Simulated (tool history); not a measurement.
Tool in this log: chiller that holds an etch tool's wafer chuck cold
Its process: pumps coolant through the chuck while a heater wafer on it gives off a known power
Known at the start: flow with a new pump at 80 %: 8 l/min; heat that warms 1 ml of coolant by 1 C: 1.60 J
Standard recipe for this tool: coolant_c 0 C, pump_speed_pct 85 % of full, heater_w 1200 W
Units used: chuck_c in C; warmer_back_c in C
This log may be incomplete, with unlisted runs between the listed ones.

{"run": 1, "hour": 0.0, "coolant_c": 0, "pump_speed_pct": 85, "heater_w": 1200, "chuck_c": 15.2, "warmer_back_c": 5.66}
{"run": 2, "hour": 197.9, "coolant_c": 0, "pump_speed_pct": 85, "heater_w": 1200, "chuck_c": 15.4, "warmer_back_c": 5.71}
{"run": 3, "hour": 374.7, "coolant_c": 0, "pump_speed_pct": 85, "heater_w": 1200, "chuck_c": 15.5, "warmer_back_c": 5.69}
{"run": 4, "hour": 500.8, "coolant_c": 0, "pump_speed_pct": 85, "heater_w": 1200, "chuck_c": 15.5, "warmer_back_c": 5.71}
{"run": 5, "hour": 659.6, "coolant_c": 0, "pump_speed_pct": 85, "heater_w": 1200, "chuck_c": 15.5, "warmer_back_c": 5.65}
{"run": 6, "hour": 820.4, "coolant_c": 0, "pump_speed_pct": 85, "heater_w": 1200, "chuck_c": 15.5, "warmer_back_c": 5.7}
{"run": 7, "hour": 910.6, "coolant_c": 0, "pump_speed_pct": 85, "heater_w": 632, "chuck_c": 7.9, "warmer_back_c": 2.97}
{"hour": 1047.5, "done": "chiller's thermometer calibrated"}
{"run": 8, "hour": 1103.0, "coolant_c": -3, "pump_speed_pct": 85, "heater_w": 1200, "chuck_c": 13.0, "warmer_back_c": 5.77}
{"run": 9, "hour": 1218.9, "coolant_c": 9, "pump_speed_pct": 85, "heater_w": 1200, "chuck_c": 25.0, "warmer_back_c": 5.75}
{"run": 10, "hour": 1329.3, "coolant_c": 9, "pump_speed_pct": 85, "heater_w": 952, "chuck_c": 21.9, "warmer_back_c": 4.59}
{"run": 11, "hour": 1517.1, "coolant_c": 0, "pump_speed_pct": 71, "heater_w": 1200, "chuck_c": 18.9, "warmer_back_c": 6.99}
{"run": 12, "hour": 1719.5, "coolant_c": 0, "pump_speed_pct": 85, "heater_w": 1200, "chuck_c": 15.9, "warmer_back_c": 5.83}
{"run": 13, "hour": 1883.9, "coolant_c": 8, "pump_speed_pct": 85, "heater_w": 1200, "chuck_c": 24.2, "warmer_back_c": 5.77}
{"run": 14, "hour": 2016.6, "coolant_c": 8, "pump_speed_pct": 85, "heater_w": 1200, "chuck_c": 24.4, "warmer_back_c": 5.82}
{"run": 15, "hour": 2229.8, "coolant_c": 8, "pump_speed_pct": 85, "heater_w": 1200, "chuck_c": 24.3, "warmer_back_c": 5.87}
{"run": 16, "hour": 2394.3, "coolant_c": 0, "pump_speed_pct": 85, "heater_w": 1200, "chuck_c": 16.2, "warmer_back_c": 5.88}
{"run": 17, "hour": 2517.3, "coolant_c": 0, "pump_speed_pct": 85, "heater_w": 1200, "chuck_c": 16.4, "warmer_back_c": 5.81}
{"run": 18, "hour": 2613.0, "coolant_c": 0, "pump_speed_pct": 85, "heater_w": 1200, "chuck_c": 16.3, "warmer_back_c": 5.83}
{"run": 19, "hour": 2811.7, "coolant_c": 0, "pump_speed_pct": 95, "heater_w": 1407, "chuck_c": 17.4, "warmer_back_c": 6.1}
{"run": 20, "hour": 3001.9, "coolant_c": 1, "pump_speed_pct": 74, "heater_w": 1407, "chuck_c": 23.4, "warmer_back_c": 7.95}
{"run": 21, "hour": 3196.5, "coolant_c": -9, "pump_speed_pct": 85, "heater_w": 1200, "chuck_c": 7.7, "warmer_back_c": 5.84}
{"run": 22, "hour": 3335.3, "coolant_c": 10, "pump_speed_pct": 85, "heater_w": 966, "chuck_c": 23.4, "warmer_back_c": 4.7}
{"run": 23, "hour": 3497.3, "coolant_c": 0, "pump_speed_pct": 86, "heater_w": 1163, "chuck_c": 16.1, "warmer_back_c": 5.62}

The next listed run, before its measurement:
{"run": 24, "hour": 3691.9, "coolant_c": 9, "pump_speed_pct": 86, "heater_w": 624, "chuck_c": "?", "warmer_back_c": "?"}

chuck_c: 17.4 C
warmer_back_c: 3.04 C
The same run, on a tool lacking any hidden state, would have yielded chuck_c 16.1 C, warmer_back_c 2.71 C.
